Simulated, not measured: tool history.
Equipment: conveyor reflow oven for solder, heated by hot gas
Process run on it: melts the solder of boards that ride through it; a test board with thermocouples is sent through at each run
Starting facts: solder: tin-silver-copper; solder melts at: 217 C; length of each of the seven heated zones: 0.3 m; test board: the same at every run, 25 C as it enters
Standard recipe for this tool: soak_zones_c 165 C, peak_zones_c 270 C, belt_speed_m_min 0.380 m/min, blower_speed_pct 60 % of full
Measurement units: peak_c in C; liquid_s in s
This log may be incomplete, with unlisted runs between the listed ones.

run	hour	soak_zones_c	peak_zones_c	belt_speed_m_min	blower_speed_pct	peak_c	liquid_s
1	0.0	165	270	0.380	60	251.7	66.4
2	55.4	165	270	0.380	57	250.1	66.0
3	87.1	161	270	0.380	57	249.1	62.9
4	126.4	161	270	0.380	57	249.6	63.4
5	176.3	165	270	0.380	60	250.5	66.2
6	230.0	165	270	0.380	60	250.9	66.2
7	259.5	165	270	0.380	60	250.9	65.9
8	314.7	165	270	0.380	53	247.0	62.5
9	351.6	165	266	0.380	60	246.7	62.5
10	386.4	165	266	0.380	60	247.1	62.3
11	438.8	165	270	0.380	60	250.5	65.5
# hour 454.1: belt drive overhauled, speed set with a stopwatch
12	492.1	165	270	0.380	60	249.0	63.2
13	522.4	165	270	0.380	60	248.7	62.8
# hour 555.3: flux residue cleaned out of gas plates and filters
14	576.2	165	270	0.380	60	250.6	64.9
# hour 595.9: thermocouples of zones 6 and 7 changed
15	610.6	165	270	0.380	60	251.2	66.7
16	636.4	165	270	0.380	60	251.1	66.2
17	680.2	174	284	0.393	88	271.5	82.2
18	716.6	174	267	0.387	88	255.1	74.8
19	742.0	174	267	0.387	88	255.9	74.5
20	769.5	170	270	0.380	61	252.1	69.0
21	816.7	179	262	0.398	65	246.6	63.9
22	846.1	151	269	0.315	63	254.8	80.9
23	876.2	159	266	0.420	84	248.7	56.8
24	904.1	159	266	0.420	84	248.6	56.9
25	943.7	159	266	0.420	84	248.5	56.2
26	971.0	159	266	0.420	84	248.2	55.5
27	1014.0	160	266	0.328	84	255.7	83.0
28	1067.7	160	266	0.328	84	255.1	82.3
29	1107.0	171	278	0.312	90	269.6	104.2
# hour 1152.0: flux residue cleaned out of gas plates and filters
30	1160.6	171	278	0.312	90	271.6	103.7
31	1198.3	162	270	0.341	70	256.6	80.9

Consider 4 possible next runs. They are alternatives, not a sequence: every one starts from the tool as it was left by run 31. What does each give?
A	1238.8	165	274	0.336	60	?	?
B	1238.8	151	280	0.380	82	?	?
C	1238.8	165	270	0.375	89	?	?
D	1238.8	162	268	0.412	72	?	?

run	peak_c	liquid_s
A	258.5	84.5
B	264.5	73.7
C	258.0	76.0
D	249.6	59.4
The same runs, with their run-to-run variation unchanged, on a tool lacking any hidden condition would have given:
run	peak_c	liquid_s
A	259.1	83.9
B	265.2	73.3
C	258.7	75.7
D	250.2	59.3

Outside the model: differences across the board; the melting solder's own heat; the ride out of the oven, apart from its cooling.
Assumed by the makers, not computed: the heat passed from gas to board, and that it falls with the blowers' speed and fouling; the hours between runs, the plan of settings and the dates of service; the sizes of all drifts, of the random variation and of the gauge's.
